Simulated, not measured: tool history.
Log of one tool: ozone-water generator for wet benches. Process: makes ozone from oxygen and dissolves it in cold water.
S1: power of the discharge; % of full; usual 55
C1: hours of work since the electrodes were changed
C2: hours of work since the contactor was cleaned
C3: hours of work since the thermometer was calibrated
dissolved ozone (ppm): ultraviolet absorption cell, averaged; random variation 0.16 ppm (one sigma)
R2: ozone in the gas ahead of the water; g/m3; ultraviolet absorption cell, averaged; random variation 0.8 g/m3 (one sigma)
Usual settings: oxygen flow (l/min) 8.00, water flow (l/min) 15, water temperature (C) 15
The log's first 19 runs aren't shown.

{"run": 20, "day": 41.483, "S1": 54, "oxygen flow (l/min)": 8.33, "water flow (l/min)": 15, "water temperature (C)": 15, "C1": 3035, "C2": 644, "C3": 220, "dissolved ozone (ppm)": 18.1, "R2": 113.5}
{"run": 21, "day": 44.058, "S1": 65, "oxygen flow (l/min)": 8.0, "water flow (l/min)": 15, "water temperature (C)": 15, "C1": 3092, "C2": 702, "C3": 277, "dissolved ozone (ppm)": 21.5, "R2": 132.2}
{"run": 22, "day": 46.671, "S1": 65, "oxygen flow (l/min)": 8.0, "water flow (l/min)": 15, "water temperature (C)": 15, "C1": 3151, "C2": 761, "C3": 336, "dissolved ozone (ppm)": 20.9, "R2": 132.6}
{"run": 23, "day": 48.025, "S1": 65, "oxygen flow (l/min)": 8.0, "water flow (l/min)": 15, "water temperature (C)": 15, "C1": 3181, "C2": 791, "C3": 366, "dissolved ozone (ppm)": 21.2, "R2": 131.1}
{"run": 24, "day": 49.467, "S1": 55, "oxygen flow (l/min)": 7.23, "water flow (l/min)": 15, "water temperature (C)": 15, "C1": 3214, "C2": 823, "C3": 398, "dissolved ozone (ppm)": 19.1, "R2": 124.6}
{"run": 25, "day": 52.242, "S1": 55, "oxygen flow (l/min)": 7.23, "water flow (l/min)": 15, "water temperature (C)": 15, "C1": 3276, "C2": 885, "C3": 461, "dissolved ozone (ppm)": 18.9, "R2": 125.5}
{"run": 26, "day": 54.883, "S1": 44, "oxygen flow (l/min)": 8.0, "water flow (l/min)": 15, "water temperature (C)": 13, "C1": 3335, "C2": 945, "C3": 520, "dissolved ozone (ppm)": 16.5, "R2": 101.4}
{"run": 27, "day": 56.362, "S1": 44, "oxygen flow (l/min)": 8.0, "water flow (l/min)": 15, "water temperature (C)": 13, "C1": 3368, "C2": 978, "C3": 553, "dissolved ozone (ppm)": 16.3, "R2": 100.2}
{"run": 28, "day": 57.588, "S1": 41, "oxygen flow (l/min)": 6.82, "water flow (l/min)": 16, "water temperature (C)": 18, "C1": 3396, "C2": 1005, "C3": 580, "dissolved ozone (ppm)": 14.1, "R2": 105.0}
{"run": 29, "day": 59.517, "S1": 41, "oxygen flow (l/min)": 6.82, "water flow (l/min)": 21, "water temperature (C)": 9, "C1": 3439, "C2": 1049, "C3": 624, "dissolved ozone (ppm)": 13.3, "R2": 105.2}
{"run": 30, "day": 62.308, "S1": 55, "oxygen flow (l/min)": 11.67, "water flow (l/min)": 10, "water temperature (C)": 15, "C1": 3501, "C2": 1111, "C3": 686, "dissolved ozone (ppm)": 20.7, "R2": 92.9}
{"run": 31, "day": 64.529, "S1": 55, "oxygen flow (l/min)": 4.42, "water flow (l/min)": 14, "water temperature (C)": 15, "C1": 3551, "C2": 1161, "C3": 736, "dissolved ozone (ppm)": 21.4, "R2": 166.1}
{"run": 32, "day": 67.5, "S1": 55, "oxygen flow (l/min)": 6.59, "water flow (l/min)": 14, "water temperature (C)": 15, "C1": 3618, "C2": 1227, "C3": 803, "dissolved ozone (ppm)": 20.2, "R2": 130.1}
{"run": 33, "day": 69.592, "S1": 42, "oxygen flow (l/min)": 5.3, "water flow (l/min)": 13, "water temperature (C)": 16, "C1": 3665, "C2": 1274, "C3": 849, "dissolved ozone (ppm)": 17.9, "R2": 122.9}
{"run": 34, "day": 71.775, "S1": 74, "oxygen flow (l/min)": 7.77, "water flow (l/min)": 15, "water temperature (C)": 15, "C1": 3714, "C2": 1323, "C3": 898, "dissolved ozone (ppm)": 23.0, "R2": 144.2}

3 ways to go on from here, each from the tool as it stands after run 34. What would each give?
{"run": "A", "day": 74.038, "S1": 55, "oxygen flow (l/min)": 8.12, "water flow (l/min)": 17, "water temperature (C)": 15, "C1": 3764, "C2": 1374, "C3": 949, "dissolved ozone (ppm)": "?", "R2": "?"}
{"run": "B", "day": 74.038, "S1": 66, "oxygen flow (l/min)": 8.0, "water flow (l/min)": 11, "water temperature (C)": 19, "C1": 3764, "C2": 1374, "C3": 949, "dissolved ozone (ppm)": "?", "R2": "?"}
{"run": "C", "day": 74.038, "S1": 74, "oxygen flow (l/min)": 10.17, "water flow (l/min)": 22, "water temperature (C)": 15, "C1": 3764, "C2": 1374, "C3": 949, "dissolved ozone (ppm)": "?", "R2": "?"}

run=A dissolved_ozone_(ppm)=16.8 R2=115.7
run=B dissolved_ozone_(ppm)=23.0 R2=131.8
run=C dissolved_ozone_(ppm)=16.8 R2=123.9
Without the tool's hidden state the same runs would have given:
run=A dissolved_ozone_(ppm)=18.3 R2=124.8
run=B dissolved_ozone_(ppm)=25.3 R2=143.9
run=C dissolved_ozone_(ppm)=18.6 R2=136.3
